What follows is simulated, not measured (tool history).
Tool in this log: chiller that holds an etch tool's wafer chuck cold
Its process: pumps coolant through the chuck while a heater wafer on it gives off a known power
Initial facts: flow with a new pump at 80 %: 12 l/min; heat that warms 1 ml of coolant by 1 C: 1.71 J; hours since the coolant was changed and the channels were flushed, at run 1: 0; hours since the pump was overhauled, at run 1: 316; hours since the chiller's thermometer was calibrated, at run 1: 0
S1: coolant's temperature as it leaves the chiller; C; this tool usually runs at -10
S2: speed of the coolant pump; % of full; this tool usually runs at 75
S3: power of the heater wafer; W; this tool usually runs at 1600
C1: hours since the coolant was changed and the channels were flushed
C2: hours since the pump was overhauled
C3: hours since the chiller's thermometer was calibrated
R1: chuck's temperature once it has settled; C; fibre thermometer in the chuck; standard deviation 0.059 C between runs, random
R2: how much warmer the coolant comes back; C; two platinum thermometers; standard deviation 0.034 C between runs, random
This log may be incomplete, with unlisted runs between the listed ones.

{"run": 1, "hour": 0.0, "S1": -10, "S2": 75, "S3": 1600, "C1": 0, "C2": 316, "C3": 0, "R1": 1.71, "R2": 5}
{"run": 2, "hour": 18.7, "S1": -10, "S2": 88, "S3": 1600, "C1": 19, "C2": 335, "C3": 19, "R1": 0.29, "R2": 4.2}
{"run": 3, "hour": 36.2, "S1": -10, "S2": 88, "S3": 1600, "C1": 36, "C2": 352, "C3": 36, "R1": 0.2, "R2": 4.21}
{"run": 4, "hour": 68.0, "S1": -10, "S2": 85, "S3": 1600, "C1": 68, "C2": 384, "C3": 68, "R1": 0.56, "R2": 4.4}
{"run": 5, "hour": 89.1, "S1": -10, "S2": 75, "S3": 1600, "C1": 89, "C2": 405, "C3": 89, "R1": 1.56, "R2": 5.05}
{"run": 6, "hour": 127.1, "S1": -10, "S2": 75, "S3": 1600, "C1": 127, "C2": 443, "C3": 127, "R1": 1.59, "R2": 5.03}
{"run": 7, "hour": 145.7, "S1": -5, "S2": 75, "S3": 1600, "C1": 146, "C2": 462, "C3": 146, "R1": 6.63, "R2": 5}
{"run": 8, "hour": 179.0, "S1": -5, "S2": 75, "S3": 1600, "C1": 179, "C2": 495, "C3": 179, "R1": 6.51, "R2": 4.96}
{"run": 9, "hour": 216.9, "S1": -5, "S2": 75, "S3": 1600, "C1": 217, "C2": 533, "C3": 217, "R1": 6.64, "R2": 5}
{"run": 10, "hour": 235.5, "S1": -10, "S2": 75, "S3": 1600, "C1": 236, "C2": 552, "C3": 236, "R1": 1.55, "R2": 5.12}
{"run": 11, "hour": 263.4, "S1": -10, "S2": 75, "S3": 1600, "C1": 263, "C2": 580, "C3": 263, "R1": 1.58, "R2": 4.99}
{"run": 12, "hour": 291.2, "S1": -10, "S2": 75, "S3": 1590, "C1": 291, "C2": 607, "C3": 291, "R1": 1.51, "R2": 4.97}
{"run": 13, "hour": 324.7, "S1": -10, "S2": 75, "S3": 1590, "C1": 325, "C2": 641, "C3": 325, "R1": 1.42, "R2": 4.99}
{"run": 14, "hour": 345.1, "S1": -10, "S2": 75, "S3": 1600, "C1": 345, "C2": 661, "C3": 345, "R1": 1.68, "R2": 5}
{"run": 15, "hour": 372.5, "S1": -10, "S2": 64, "S3": 1600, "C1": 373, "C2": 689, "C3": 373, "R1": 3.21, "R2": 5.93}
{"run": 16, "hour": 391.7, "S1": -10, "S2": 75, "S3": 1600, "C1": 392, "C2": 708, "C3": 392, "R1": 1.5, "R2": 5.01}
{"run": 17, "hour": 427.1, "S1": -15, "S2": 69, "S3": 1600, "C1": 427, "C2": 743, "C3": 427, "R1": -2.66, "R2": 5.47}
{"run": 18, "hour": 462.3, "S1": -15, "S2": 62, "S3": 1770, "C1": 462, "C2": 779, "C3": 462, "R1": -0.12, "R2": 6.74}
{"run": 19, "hour": 497.2, "S1": -15, "S2": 100, "S3": 1678, "C1": 497, "C2": 813, "C3": 497, "R1": -5.24, "R2": 3.88}
{"run": 20, "hour": 523.8, "S1": -15, "S2": 71, "S3": 2265, "C1": 524, "C2": 840, "C3": 524, "R1": 2.11, "R2": 7.55}
{"run": 21, "hour": 541.9, "S1": -16, "S2": 75, "S3": 2047, "C1": 542, "C2": 858, "C3": 542, "R1": -1.21, "R2": 6.43}
{"run": 22, "hour": 566.2, "S1": -11, "S2": 89, "S3": 1600, "C1": 566, "C2": 882, "C3": 566, "R1": -0.78, "R2": 4.16}
{"run": 23, "hour": 602.0, "S1": -11, "S2": 92, "S3": 2049, "C1": 602, "C2": 918, "C3": 602, "R1": 1.61, "R2": 5.16}
{"run": 24, "hour": 619.5, "S1": -3, "S2": 77, "S3": 1782, "C1": 620, "C2": 936, "C3": 620, "R1": 9.65, "R2": 5.41}
{"run": 25, "hour": 635.7, "S1": -5, "S2": 75, "S3": 2225, "C1": 636, "C2": 952, "C3": 636, "R1": 11.15, "R2": 7.04}
{"run": 26, "hour": 669.5, "S1": -5, "S2": 75, "S3": 2225, "C1": 669, "C2": 986, "C3": 669, "R1": 11.14, "R2": 6.98}
{"run": 27, "hour": 695.3, "S1": -5, "S2": 75, "S3": 2225, "C1": 695, "C2": 1012, "C3": 695, "R1": 11.17, "R2": 7.02}
{"run": 28, "hour": 711.6, "S1": -5, "S2": 75, "S3": 2225, "C1": 712, "C2": 1028, "C3": 712, "R1": 11.22, "R2": 7.01}
{"run": 29, "hour": 727.5, "S1": -15, "S2": 96, "S3": 2233, "C1": 727, "C2": 1044, "C3": 727, "R1": -1.54, "R2": 5.32}
{"run": 30, "hour": 747.4, "S1": -18, "S2": 66, "S3": 992, "C1": 747, "C2": 1064, "C3": 747, "R1": -10.02, "R2": 3.58}
{"run": 31, "hour": 764.2, "S1": -3, "S2": 75, "S3": 1600, "C1": 764, "C2": 1080, "C3": 764, "R1": 8.54, "R2": 5.05}
{"run": 32, "hour": 785.3, "S1": -3, "S2": 84, "S3": 1895, "C1": 785, "C2": 1102, "C3": 785, "R1": 9.66, "R2": 5.28}

Predict each of these 3 candidate next runs independently; none follows another, all start after run 32:
{"run": "A", "hour": 818.2, "S1": -11, "S2": 90, "S3": 1824, "C1": 818, "C2": 1134, "C3": 818, "R1": "?", "R2": "?"}
{"run": "B", "hour": 818.2, "S1": -10, "S2": 94, "S3": 1600, "C1": 818, "C2": 1134, "C3": 818, "R1": "?", "R2": "?"}
{"run": "C", "hour": 818.2, "S1": -19, "S2": 75, "S3": 1042, "C1": 818, "C2": 1134, "C3": 818, "R1": "?", "R2": "?"}

run=A R1=0.65 R2=4.76
run=B R1=-0.19 R2=3.93
run=C R1=-11.5 R2=3.35
Without the tool's hidden state the same runs would have given:
run=A R1=0.65 R2=4.76
run=B R1=-0.19 R2=3.93
run=C R1=-11.5 R2=3.35
